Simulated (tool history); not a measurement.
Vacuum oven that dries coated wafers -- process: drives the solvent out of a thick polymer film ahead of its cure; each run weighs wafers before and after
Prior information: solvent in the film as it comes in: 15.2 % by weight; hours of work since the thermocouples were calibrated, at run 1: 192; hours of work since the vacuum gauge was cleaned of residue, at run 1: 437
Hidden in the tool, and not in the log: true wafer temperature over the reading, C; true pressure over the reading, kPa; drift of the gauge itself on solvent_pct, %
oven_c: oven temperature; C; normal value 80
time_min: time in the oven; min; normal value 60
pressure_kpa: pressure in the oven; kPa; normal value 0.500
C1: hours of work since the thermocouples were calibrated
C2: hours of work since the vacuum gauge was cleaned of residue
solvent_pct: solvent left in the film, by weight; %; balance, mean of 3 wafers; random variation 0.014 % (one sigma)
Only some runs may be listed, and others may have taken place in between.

Run 1, hour 0.0: usual settings; C1 192; C2 437. Result: solvent_pct 1.62 %.
Run 2, hour 26.3: usual settings but time_min 41 min; C1 204; C2 449. Result: solvent_pct 2.89 %.
Run 3, hour 65.2: usual settings but pressure_kpa 0.817 kPa; C1 222; C2 466. Result: solvent_pct 1.82 %.
Run 4, hour 111.6: usual settings; C1 243; C2 487. Result: solvent_pct 1.61 %.
Run 5, hour 151.8: usual settings; C1 261; C2 505. Result: solvent_pct 1.61 %.
Run 6, hour 204.3: usual settings; C1 284; C2 529. Result: solvent_pct 1.61 %.
Run 7, hour 235.8: usual settings; C1 299; C2 543. Result: solvent_pct 1.60 %.
Run 8, hour 289.5: usual settings; C1 323; C2 567. Result: solvent_pct 1.63 %.
Run 9, hour 315.8: usual settings but time_min 106 min; C1 334; C2 579. Result: solvent_pct 0.61 %.
Run 10, hour 371.0: usual settings but time_min 106 min; C1 359; C2 604. Result: solvent_pct 0.64 %.
Run 11, hour 424.6: usual settings but pressure_kpa 0.961 kPa; C1 383; C2 628. Result: solvent_pct 1.94 %.
Run 12, hour 450.6: usual settings but time_min 75 min; C1 395; C2 640. Result: solvent_pct 1.09 %.
At hour 456.6: oven's thermocouples calibrated.
Run 13, hour 488.9: usual settings but pressure_kpa 0.729 kPa; C1 15; C2 656. Result: solvent_pct 1.77 %.
Run 14, hour 516.8: usual settings but pressure_kpa 0.729 kPa; C1 27; C2 669. Result: solvent_pct 1.75 %.
Run 15, hour 563.8: usual settings but oven_c 73 C; C1 48; C2 690. Result: solvent_pct 2.94 %.
Run 16, hour 607.1: usual settings but pressure_kpa 0.290 kPa; C1 68; C2 709. Result: solvent_pct 1.45 %.
Run 17, hour 640.2: usual settings; C1 83; C2 724. Result: solvent_pct 1.57 %.
Run 18, hour 666.3: usual settings; C1 94; C2 736. Result: solvent_pct 1.61 %.
Run 19, hour 725.8: usual settings; C1 121; C2 763. Result: solvent_pct 1.59 %.
Run 20, hour 753.7: usual settings; C1 134; C2 775. Result: solvent_pct 1.59 %.
At hour 769.5: oven's thermocouples calibrated, once more.
Run 21, hour 809.4: usual settings but oven_c 82 C; C1 18; C2 799. Result: solvent_pct 1.32 %.
Run 22, hour 833.8: usual settings; C1 29; C2 810. Result: solvent_pct 1.59 %.
Run 23, hour 887.7: usual settings; C1 53; C2 835. Result: solvent_pct 1.59 %.
Run 24, hour 913.2: usual settings; C1 65; C2 846. Result: solvent_pct 1.59 %.
Run 25, hour 949.1: usual settings; C1 81; C2 862. Result: solvent_pct 1.59 %.
Run 26, hour 989.3: usual settings; C1 99; C2 880. Result: solvent_pct 1.59 %.
Run 27, hour 1030.3: usual settings but oven_c 75 C, time_min 36 min, pressure_kpa 0.949 kPa; C1 117; C2 899. Result: solvent_pct 4.83 %.
Run 28, hour 1058.9: usual settings but time_min 39 min, pressure_kpa 1.991 kPa; C1 130; C2 912. Result: solvent_pct 3.91 %.
Run 29, hour 1089.4: usual settings but time_min 70 min, pressure_kpa 0.320 kPa; C1 144; C2 925. Result: solvent_pct 1.08 %.
Run 30, hour 1142.5: usual settings but time_min 70 min, pressure_kpa 0.320 kPa; C1 168; C2 949. Result: solvent_pct 1.11 %.
Run 31, hour 1199.9: usual settings but time_min 70 min, pressure_kpa 0.320 kPa; C1 194; C2 975. Result: solvent_pct 1.11 %.
Run 32, hour 1227.2: usual settings but time_min 66 min, pressure_kpa 0.927 kPa; C1 206; C2 988. Result: solvent_pct 1.63 %.
Run 33, hour 1266.4: usual settings but oven_c 66 C, time_min 66 min, pressure_kpa 0.927 kPa; C1 224; C2 1005. Result: solvent_pct 4.63 %.
Run 34, hour 1293.7: usual settings but oven_c 66 C, time_min 66 min, pressure_kpa 0.927 kPa; C1 236; C2 1017. Result: solvent_pct 4.64 %.
Run 35, hour 1323.8: usual settings but oven_c 88 C, pressure_kpa 0.518 kPa; C1 250; C2 1031. Result: solvent_pct 0.73 %.
Run 36, hour 1364.2: usual settings but oven_c 65 C, time_min 38 min, pressure_kpa 0.317 kPa; C1 268; C2 1049. Result: solvent_pct 6.65 %.
Run 37, hour 1389.1: usual settings but oven_c 65 C, time_min 38 min, pressure_kpa 0.317 kPa; C1 279; C2 1060. Result: solvent_pct 6.67 %.
Run 38, hour 1427.1: usual settings but oven_c 65 C, time_min 38 min, pressure_kpa 0.317 kPa; C1 296; C2 1078. Result: solvent_pct 6.62 %.
Run 39, hour 1456.4: usual settings but oven_c 67 C, time_min 32 min, pressure_kpa 1.736 kPa; C1 309; C2 1091. Result: solvent_pct 7.88 %.
Run 40, hour 1494.3: usual settings but time_min 84 min; C1 326; C2 1108. Result: solvent_pct 0.90 %.
Run 41, hour 1520.2: usual settings but oven_c 66 C, time_min 89 min, pressure_kpa 0.615 kPa; C1 338; C2 1119. Result: solvent_pct 3.16 %.
Run 42, hour 1576.7: usual settings but oven_c 66 C, time_min 89 min, pressure_kpa 0.615 kPa; C1 363; C2 1145. Result: solvent_pct 3.16 %.
Run 43, hour 1624.8: usual settings but oven_c 66 C, time_min 89 min, pressure_kpa 0.615 kPa; C1 385; C2 1166. Result: solvent_pct 3.17 %.
Run 44, hour 1673.9: usual settings but oven_c 66 C, time_min 89 min, pressure_kpa 0.583 kPa; C1 407; C2 1189. Result: solvent_pct 3.10 %.
Run 45, hour 1724.0: usual settings but oven_c 85 C, time_min 44 min, pressure_kpa 0.369 kPa; C1 430; C2 1211. Result: solvent_pct 1.57 %.
Run 46, hour 1750.8: usual settings but time_min 34 min, pressure_kpa 0.461 kPa; C1 442; C2 1223. Result: solvent_pct 3.53 %.
Run 47, hour 1785.5: usual settings but oven_c 92 C, time_min 69 min, pressure_kpa 0.338 kPa; C1 457; C2 1239. Result: solvent_pct 0.32 %.

Alternative continuations, all from the tool just after run 47; predict every row:
Run A, hour 1841.4: usual settings but oven_c 82 C, time_min 69 min, pressure_kpa 0.338 kPa; C1 482; C2 1264. Result: solvent_pct ?.
Run B, hour 1841.4: usual settings but oven_c 92 C, time_min 69 min, pressure_kpa 0.442 kPa; C1 482; C2 1264. Result: solvent_pct ?.
Run C, hour 1841.4: usual settings but oven_c 67 C, time_min 85 min, pressure_kpa 0.291 kPa; C1 482; C2 1264. Result: solvent_pct ?.

run  solvent_pct
  A         0.91
  B         0.37
  C         2.71
Take away the tool's hidden state, keep each run's random variation, and the runs would have read:
run  solvent_pct
  A         0.87
  B         0.31
  C         2.69
